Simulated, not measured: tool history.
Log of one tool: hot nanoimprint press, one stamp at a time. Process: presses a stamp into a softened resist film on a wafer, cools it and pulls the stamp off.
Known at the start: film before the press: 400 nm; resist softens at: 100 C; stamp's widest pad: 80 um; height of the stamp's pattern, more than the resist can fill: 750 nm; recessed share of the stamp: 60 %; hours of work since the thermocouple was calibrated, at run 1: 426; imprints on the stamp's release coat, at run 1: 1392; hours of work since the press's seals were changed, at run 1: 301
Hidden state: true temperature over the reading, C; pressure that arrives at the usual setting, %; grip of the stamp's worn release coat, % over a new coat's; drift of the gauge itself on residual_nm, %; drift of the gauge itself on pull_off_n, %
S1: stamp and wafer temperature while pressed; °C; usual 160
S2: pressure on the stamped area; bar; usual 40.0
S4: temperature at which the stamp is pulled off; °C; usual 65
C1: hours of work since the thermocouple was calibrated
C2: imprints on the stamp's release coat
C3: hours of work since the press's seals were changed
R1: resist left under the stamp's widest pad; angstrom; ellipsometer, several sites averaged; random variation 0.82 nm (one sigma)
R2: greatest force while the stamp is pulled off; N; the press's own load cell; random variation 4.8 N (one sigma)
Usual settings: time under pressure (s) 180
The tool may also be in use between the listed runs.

run 1 hour=0.0 | S1=160 S2=40.0 time_under_pressure_(s)=180 S4=65 | C1=426 C2=1392 C3=301 | R1=1526 R2=232
run 2 hour=9.0 | S1=160 S2=40.0 time_under_pressure_(s)=180 S4=65 | C1=430 C2=1410 C3=304 | R1=1532 R2=231
run 3 hour=18.1 | S1=160 S2=40.0 time_under_pressure_(s)=215 S4=65 | C1=434 C2=1427 C3=308 | R1=1448 R2=240
run 4 hour=37.0 | S1=160 S2=40.0 time_under_pressure_(s)=215 S4=65 | C1=441 C2=1465 C3=316 | R1=1443 R2=240
run 5 hour=57.9 | S1=171 S2=40.0 time_under_pressure_(s)=215 S4=65 | C1=450 C2=1506 C3=324 | R1=1018 R2=240
run 6 hour=73.9 | S1=171 S2=40.0 time_under_pressure_(s)=215 S4=65 | C1=456 C2=1538 C3=331 | R1=1030 R2=233
run 7 hour=82.7 | S1=171 S2=40.0 time_under_pressure_(s)=215 S4=65 | C1=460 C2=1555 C3=334 | R1=1025 R2=229
run 8 hour=101.3 | S1=171 S2=40.0 time_under_pressure_(s)=215 S4=65 | C1=467 C2=1592 C3=342 | R1=1030 R2=237
run 9 hour=109.9 | S1=171 S2=40.0 time_under_pressure_(s)=215 S4=65 | C1=471 C2=1609 C3=345 | R1=1031 R2=239
run 10 hour=120.2 | S1=171 S2=40.0 time_under_pressure_(s)=215 S4=65 | C1=475 C2=1629 C3=349 | R1=1021 R2=243
run 11 hour=139.1 | S1=160 S2=40.0 time_under_pressure_(s)=180 S4=65 | C1=483 C2=1667 C3=357 | R1=1546 R2=235
run 12 hour=152.1 | S1=160 S2=40.0 time_under_pressure_(s)=180 S4=65 | C1=488 C2=1692 C3=362 | R1=1555 R2=241
run 13 hour=169.7 | S1=160 S2=40.0 time_under_pressure_(s)=180 S4=65 | C1=495 C2=1727 C3=369 | R1=1527 R2=228
run 14 hour=188.8 | S1=160 S2=40.0 time_under_pressure_(s)=174 S4=65 | C1=503 C2=1765 C3=377 | R1=1575 R2=229
run 15 hour=206.2 | S1=160 S2=40.0 time_under_pressure_(s)=174 S4=65 | C1=510 C2=1799 C3=384 | R1=1582 R2=238
run 16 hour=225.6 | S1=160 S2=40.0 time_under_pressure_(s)=174 S4=69 | C1=518 C2=1838 C3=392 | R1=1577 R2=227
run 17 hour=245.9 | S1=159 S2=45.5 time_under_pressure_(s)=200 S4=65 | C1=526 C2=1878 C3=400 | R1=1440 R2=233
run 18 hour=259.8 | S1=159 S2=45.5 time_under_pressure_(s)=200 S4=65 | C1=532 C2=1905 C3=406 | R1=1436 R2=237
run 19 hour=277.9 | S1=158 S2=24.2 time_under_pressure_(s)=200 S4=73 | C1=539 C2=1941 C3=413 | R1=2126 R2=214
run 20 hour=291.1 | S1=158 S2=24.2 time_under_pressure_(s)=200 S4=73 | C1=544 C2=1967 C3=419 | R1=2124 R2=205
run 21 hour=309.8 | S1=160 S2=40.0 time_under_pressure_(s)=180 S4=59 | C1=552 C2=2004 C3=426 | R1=1566 R2=250
-- hour=316.9 plate thermocouple calibrated
-- hour=331.0 stamp cleaned and given a new release coat
run 22 hour=334.9 | S1=166 S2=40.0 time_under_pressure_(s)=180 S4=65 | C1=5 C2=8 C3=433 | R1=1302 R2=228
run 23 hour=354.7 | S1=166 S2=40.0 time_under_pressure_(s)=180 S4=65 | C1=13 C2=47 C3=441 | R1=1303 R2=237
run 24 hour=366.9 | S1=151 S2=40.0 time_under_pressure_(s)=180 S4=65 | C1=18 C2=72 C3=446 | R1=2103 R2=237
run 25 hour=386.7 | S1=152 S2=40.0 time_under_pressure_(s)=180 S4=60 | C1=26 C2=111 C3=454 | R1=2041 R2=252
run 26 hour=401.1 | S1=160 S2=40.0 time_under_pressure_(s)=187 S4=65 | C1=32 C2=139 C3=460 | R1=1558 R2=228
run 27 hour=418.2 | S1=168 S2=40.0 time_under_pressure_(s)=180 S4=72 | C1=39 C2=173 C3=467 | R1=1235 R2=213
run 28 hour=434.5 | S1=153 S2=40.0 time_under_pressure_(s)=189 S4=72 | C1=45 C2=205 C3=473 | R1=1933 R2=210
-- hour=444.7 gauge calibrated
run 29 hour=449.5 | S1=153 S2=40.0 time_under_pressure_(s)=189 S4=72 | C1=51 C2=235 C3=479 | R1=1904 R2=220

Forecast each of these 3 alternatives for the next run:
run A hour=469.3 | S1=172 S2=27.6 time_under_pressure_(s)=110 S4=65 | C1=59 C2=274 C3=487 | R1=? R2=?
run B hour=469.3 | S1=156 S2=40.0 time_under_pressure_(s)=193 S4=64 | C1=59 C2=274 C3=487 | R1=? R2=?
run C hour=469.3 | S1=153 S2=40.0 time_under_pressure_(s)=339 S4=69 | C1=59 C2=274 C3=487 | R1=? R2=?

run=A R1=1589 R2=230
run=B R1=1710 R2=236
run=C R1=1555 R2=220
Without the tool's hidden state the same runs would have given:
run=A R1=1586 R2=229
run=B R1=1707 R2=236
run=C R1=1552 R2=220
